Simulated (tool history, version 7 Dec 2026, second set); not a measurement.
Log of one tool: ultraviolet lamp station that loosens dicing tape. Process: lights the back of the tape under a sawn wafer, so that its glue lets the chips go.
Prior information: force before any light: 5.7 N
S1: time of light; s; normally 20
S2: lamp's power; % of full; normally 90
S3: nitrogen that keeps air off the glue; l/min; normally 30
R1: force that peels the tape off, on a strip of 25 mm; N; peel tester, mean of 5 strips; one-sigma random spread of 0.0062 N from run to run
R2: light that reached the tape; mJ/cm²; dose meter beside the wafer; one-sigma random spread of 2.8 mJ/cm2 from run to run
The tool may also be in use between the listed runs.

{"run": 1, "day": 0.0, "S1": 20, "S2": 90, "S3": 30, "R1": 0.348, "R2": 311}
{"day": 0.812, "done": "window cleaned of glue's vapour"}
{"run": 2, "day": 3.288, "S1": 20, "S2": 90, "S3": 30, "R1": 0.318, "R2": 319}
{"run": 3, "day": 6.504, "S1": 20, "S2": 90, "S3": 30, "R1": 0.331, "R2": 320}
{"run": 4, "day": 8.929, "S1": 20, "S2": 90, "S3": 30, "R1": 0.338, "R2": 312}
{"run": 5, "day": 11.175, "S1": 20, "S2": 90, "S3": 30, "R1": 0.35, "R2": 308}
{"run": 6, "day": 12.812, "S1": 20, "S2": 90, "S3": 30, "R1": 0.342, "R2": 312}
{"run": 7, "day": 14.775, "S1": 20, "S2": 90, "S3": 30, "R1": 0.366, "R2": 306}
{"run": 8, "day": 16.112, "S1": 20, "S2": 90, "S3": 30, "R1": 0.362, "R2": 306}
{"run": 9, "day": 18.7, "S1": 20, "S2": 90, "S3": 30, "R1": 0.365, "R2": 302}
{"run": 10, "day": 21.117, "S1": 20, "S2": 90, "S3": 30, "R1": 0.397, "R2": 298}
{"run": 11, "day": 22.954, "S1": 20, "S2": 90, "S3": 30, "R1": 0.384, "R2": 297}
{"day": 23.804, "done": "lamp changed"}
{"run": 12, "day": 25.617, "S1": 20, "S2": 90, "S3": 30, "R1": 0.226, "R2": 379}
{"day": 27.571, "done": "window cleaned of glue's vapour"}
{"run": 13, "day": 27.983, "S1": 22, "S2": 90, "S3": 30, "R1": 0.153, "R2": 441}
{"run": 14, "day": 30.225, "S1": 14, "S2": 90, "S3": 30, "R1": 0.465, "R2": 278}
{"run": 15, "day": 33.088, "S1": 14, "S2": 90, "S3": 30, "R1": 0.488, "R2": 272}
{"run": 16, "day": 35.329, "S1": 14, "S2": 90, "S3": 30, "R1": 0.479, "R2": 271}
{"run": 17, "day": 36.958, "S1": 14, "S2": 90, "S3": 30, "R1": 0.466, "R2": 269}
{"run": 18, "day": 38.675, "S1": 14, "S2": 90, "S3": 30, "R1": 0.506, "R2": 270}
{"run": 19, "day": 41.875, "S1": 20, "S2": 73, "S3": 12, "R1": 0.822, "R2": 313}
{"run": 20, "day": 44.2, "S1": 28, "S2": 91, "S3": 12, "R1": 0.223, "R2": 532}
{"run": 21, "day": 46.567, "S1": 28, "S2": 91, "S3": 12, "R1": 0.219, "R2": 526}
{"run": 22, "day": 48.617, "S1": 20, "S2": 70, "S3": 43, "R1": 0.311, "R2": 285}
{"run": 23, "day": 51.617, "S1": 20, "S2": 86, "S3": 30, "R1": 0.269, "R2": 351}
{"day": 54.254, "done": "window cleaned of glue's vapour"}
{"run": 24, "day": 54.317, "S1": 24, "S2": 85, "S3": 30, "R1": 0.16, "R2": 433}
{"run": 25, "day": 55.833, "S1": 37, "S2": 90, "S3": 27, "R1": 0.078, "R2": 701}
{"run": 26, "day": 58.604, "S1": 23, "S2": 90, "S3": 33, "R1": 0.145, "R2": 434}

Branching from run 26: 3 alternative next runs. What would each branch give?
{"run": "A", "day": 59.992, "S1": 20, "S2": 90, "S3": 29, "R1": "?", "R2": "?"}
{"run": "B", "day": 59.992, "S1": 10, "S2": 90, "S3": 51, "R1": "?", "R2": "?"}
{"run": "C", "day": 59.992, "S1": 30, "S2": 77, "S3": 46, "R1": "?", "R2": "?"}

run=A R1=0.224 R2=373
run=B R1=0.727 R2=186
run=C R1=0.097 R2=474
What these runs would have given with no unlogged condition in the tool:
run=A R1=0.185 R2=403
run=B R1=0.624 R2=201
run=C R1=0.088 R2=512
